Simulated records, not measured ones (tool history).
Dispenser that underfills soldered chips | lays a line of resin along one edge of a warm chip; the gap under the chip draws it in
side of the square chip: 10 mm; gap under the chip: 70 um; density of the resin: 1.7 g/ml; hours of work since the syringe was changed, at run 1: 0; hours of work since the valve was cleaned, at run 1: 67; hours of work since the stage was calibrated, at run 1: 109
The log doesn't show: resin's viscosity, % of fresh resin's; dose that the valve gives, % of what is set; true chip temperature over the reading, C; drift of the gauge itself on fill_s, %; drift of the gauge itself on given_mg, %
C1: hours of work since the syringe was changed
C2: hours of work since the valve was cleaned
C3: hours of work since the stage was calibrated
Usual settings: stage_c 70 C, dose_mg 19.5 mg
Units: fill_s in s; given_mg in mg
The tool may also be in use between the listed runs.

{"run": 1, "hour": 0.0, "stage_c": 70, "dose_mg": 19.5, "C1": 0, "C2": 67, "C3": 109, "fill_s": 48.5, "given_mg": 18.35}
{"run": 2, "hour": 3.1, "stage_c": 70, "dose_mg": 19.5, "C1": 3, "C2": 69, "C3": 111, "fill_s": 54.9, "given_mg": 18.52}
{"hour": 8.2, "done": "new syringe of resin"}
{"run": 3, "hour": 8.9, "stage_c": 63, "dose_mg": 19.5, "C1": 1, "C2": 73, "C3": 115, "fill_s": 68.8, "given_mg": 18.5}
{"run": 4, "hour": 11.6, "stage_c": 63, "dose_mg": 19.5, "C1": 3, "C2": 75, "C3": 117, "fill_s": 76.5, "given_mg": 18.41}
{"hour": 16.8, "done": "new syringe of resin"}
{"run": 5, "hour": 17.6, "stage_c": 70, "dose_mg": 19.5, "C1": 1, "C2": 79, "C3": 121, "fill_s": 49.2, "given_mg": 18.42}
{"run": 6, "hour": 21.2, "stage_c": 70, "dose_mg": 19.5, "C1": 3, "C2": 82, "C3": 124, "fill_s": 57.0, "given_mg": 18.44}
{"hour": 25.3, "done": "dispensing valve cleaned and set on the balance"}
{"hour": 26.2, "done": "new syringe of resin"}
{"run": 7, "hour": 26.7, "stage_c": 70, "dose_mg": 19.5, "C1": 0, "C2": 1, "C3": 127, "fill_s": 47.1, "given_mg": 19.32}
{"run": 8, "hour": 31.8, "stage_c": 62, "dose_mg": 16.9, "C1": 4, "C2": 5, "C3": 131, "fill_s": 91.7, "given_mg": 16.82}
{"hour": 34.7, "done": "new syringe of resin"}
{"run": 9, "hour": 36.5, "stage_c": 74, "dose_mg": 19.7, "C1": 1, "C2": 8, "C3": 134, "fill_s": 40.9, "given_mg": 19.74}
{"run": 10, "hour": 39.4, "stage_c": 64, "dose_mg": 17.4, "C1": 3, "C2": 10, "C3": 136, "fill_s": 77.6, "given_mg": 17.25}
{"hour": 43.5, "done": "new syringe of resin"}
{"run": 11, "hour": 45.8, "stage_c": 55, "dose_mg": 22.4, "C1": 2, "C2": 14, "C3": 141, "fill_s": 114.3, "given_mg": 22.13}
{"run": 12, "hour": 50.9, "stage_c": 70, "dose_mg": 23.1, "C1": 5, "C2": 18, "C3": 144, "fill_s": 62.6, "given_mg": 22.89}
{"hour": 52.4, "done": "new syringe of resin"}
{"run": 13, "hour": 56.0, "stage_c": 59, "dose_mg": 20.2, "C1": 3, "C2": 22, "C3": 148, "fill_s": 97.3, "given_mg": 19.88}

Measured less the same run without the tool's hidden state. The same run-to-run variation is in both; the gauge's scatter may not be:
run=1 fill_s=-0.2 given_mg=-0.99
run=2 fill_s=+6.8 given_mg=-1.04
run=3 fill_s=-1.6 given_mg=-1.09
run=4 fill_s=+6.8 given_mg=-1.12
run=5 fill_s=+0.8 given_mg=-1.19
run=6 fill_s=+8.8 given_mg=-1.23
run=7 fill_s=-0.7 given_mg=+0.06
run=8 fill_s=+16.5 given_mg=+0.01
run=9 fill_s=+0.9 given_mg=-0.04
run=10 fill_s=+10.4 given_mg=-0.06
run=11 fill_s=+6.8 given_mg=-0.15
run=12 fill_s=+15.3 given_mg=-0.24
run=13 fill_s=+8.2 given_mg=-0.26
